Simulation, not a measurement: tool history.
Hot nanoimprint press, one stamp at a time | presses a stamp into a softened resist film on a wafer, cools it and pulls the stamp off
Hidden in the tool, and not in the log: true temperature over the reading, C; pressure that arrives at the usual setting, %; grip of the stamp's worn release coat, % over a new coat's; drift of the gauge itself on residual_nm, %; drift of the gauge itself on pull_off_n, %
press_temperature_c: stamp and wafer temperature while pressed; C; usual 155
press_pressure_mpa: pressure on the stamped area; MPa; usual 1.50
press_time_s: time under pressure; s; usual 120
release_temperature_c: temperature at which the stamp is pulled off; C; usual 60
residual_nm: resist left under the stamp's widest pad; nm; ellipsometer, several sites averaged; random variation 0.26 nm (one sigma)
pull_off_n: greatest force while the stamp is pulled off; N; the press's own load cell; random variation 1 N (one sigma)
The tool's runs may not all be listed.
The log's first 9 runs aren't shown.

run   hour  press_temperature_c  press_pressure_mpa  press_time_s  release_temperature_c  hours of work since the thermocouple was calibrated  imprints on the stamp's release coat  hours of work since the press's seals were changed  residual_nm  pull_off_n
 10   61.0                  163                1.50           120                     60                                                  429                                   406                                                 265         80.4         243
 11   66.3                  163                1.50           120                     60                                                  432                                   420                                                 269         80.7         243
 12   70.9                  155                1.50           120                     60                                                  436                                   433                                                 272        111.5         241
 13   76.8                  155                1.50           120                     60                                                  440                                   450                                                 277        111.9         243
 14   83.8                  155                1.50           120                     60                                                  445                                   469                                                 282        111.6         244
 15   94.1                  155                1.50           120                     60                                                  452                                   497                                                 289        111.1         243
 16  104.2                  155                1.50           120                     60                                                  459                                   525                                                 296        111.3         243
 17  112.2                  165                1.50           120                     60                                                  465                                   548                                                 302         74.1         246
 18  117.4                  166                1.31           120                     54                                                  469                                   562                                                 305         77.3         265
 19  123.2                  155                1.50           227                     60                                                  473                                   578                                                 309         88.8         245
 20  129.1                  155                1.50           227                     60                                                  477                                   594                                                 314         88.6         244
 21  135.4                  161                1.06            69                     48                                                  481                                   612                                                 318        126.9         287
 22  141.7                  155                1.50           120                     55                                                  486                                   629                                                 322        111.3         262
 23  151.7                  157                1.69            63                     57                                                  493                                   657                                                 330        120.4         256
 24  158.0                  157                1.69            63                     57                                                  497                                   674                                                 334        120.6         256
 25  168.1                  156                1.50            82                     60                                                  504                                   702                                                 341        121.4         245
 26  175.3                  156                1.50            82                     60                                                  509                                   722                                                 346        121.6         247
     178.8  -- plate thermocouple calibrated
 27  187.1                  147                1.36           132                     60                                                    6                                   746                                                 352        158.8         248
 28  197.2                  155                1.50           141                     60                                                   13                                   774                                                 360        107.5         250
 29  206.7                  145                1.50           141                     51                                                   20                                   801                                                 366        161.9         280
     216.0  -- stamp cleaned and given a new release coat
 30  218.9                  145                1.50           141                     51                                                   24                                     8                                                 371        161.6         267

Forecast each of these 3 alternatives for the next run:
  A  228.0                  145                1.50            76                     51                                                   31                                    33                                                 377            ?           ?
  B  228.0                  144                1.50           141                     51                                                   31                                    33                                                 377            ?           ?
  C  228.0                  155                1.12            94                     60                                                   31                                    33                                                 377            ?           ?

run  residual_nm  pull_off_n
  A        186.7         270
  B        167.6         270
  C        141.0         237
Without the tool's hidden state the same runs would have given:
run  residual_nm  pull_off_n
  A        186.9         270
  B        167.9         270
  C        141.4         238
